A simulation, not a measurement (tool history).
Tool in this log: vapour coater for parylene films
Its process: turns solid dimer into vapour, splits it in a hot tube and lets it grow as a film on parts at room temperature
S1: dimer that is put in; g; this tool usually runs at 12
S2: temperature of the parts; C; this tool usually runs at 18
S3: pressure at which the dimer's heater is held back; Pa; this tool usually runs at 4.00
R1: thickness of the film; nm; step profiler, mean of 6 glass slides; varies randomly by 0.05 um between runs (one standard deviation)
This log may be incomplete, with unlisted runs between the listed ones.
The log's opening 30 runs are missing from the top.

| run | hour | S1 | S2 | S3 | R1 |
|---|---|---|---|---|---|
| 31 | 530.1 | 12 | 19 | 4.00 | 5320 |
| 32 | 549.8 | 8 | 15 | 4.00 | 4210 |
|  | 559.7 | trap's valve overhauled |
| 33 | 570.5 | 12 | 13 | 8.34 | 7290 |
| 34 | 586.0 | 12 | 13 | 8.34 | 7290 |
| 35 | 597.3 | 12 | 25 | 4.00 | 4580 |
| 36 | 622.1 | 5 | 26 | 4.00 | 1810 |
| 37 | 646.6 | 5 | 12 | 4.00 | 3290 |
| 38 | 664.1 | 12 | 18 | 5.00 | 6030 |
| 39 | 677.6 | 8 | 18 | 2.43 | 4280 |
| 40 | 700.9 | 8 | 18 | 2.43 | 4230 |
| 41 | 717.4 | 8 | 18 | 2.43 | 4270 |
| 42 | 735.3 | 12 | 29 | 3.96 | 3760 |
| 43 | 757.4 | 20 | 18 | 2.49 | 10530 |

Alternative continuations, all from the tool just after run 43; predict every row:
| A | 769.8 | 20 | 25 | 2.49 | ? |
| B | 769.8 | 15 | 14 | 4.79 | ? |
| C | 769.8 | 11 | 18 | 2.49 | ? |
| D | 769.8 | 12 | 18 | 10.09 | ? |

| run | R1 |
|---|---|
| A | 7760 |
| B | 8760 |
| C | 5770 |
| D | 5640 |
Had the tool no hidden state, the same runs would have come out as:
| run | R1 |
|---|---|
| A | 8040 |
| B | 9080 |
| C | 5980 |
| D | 5850 |
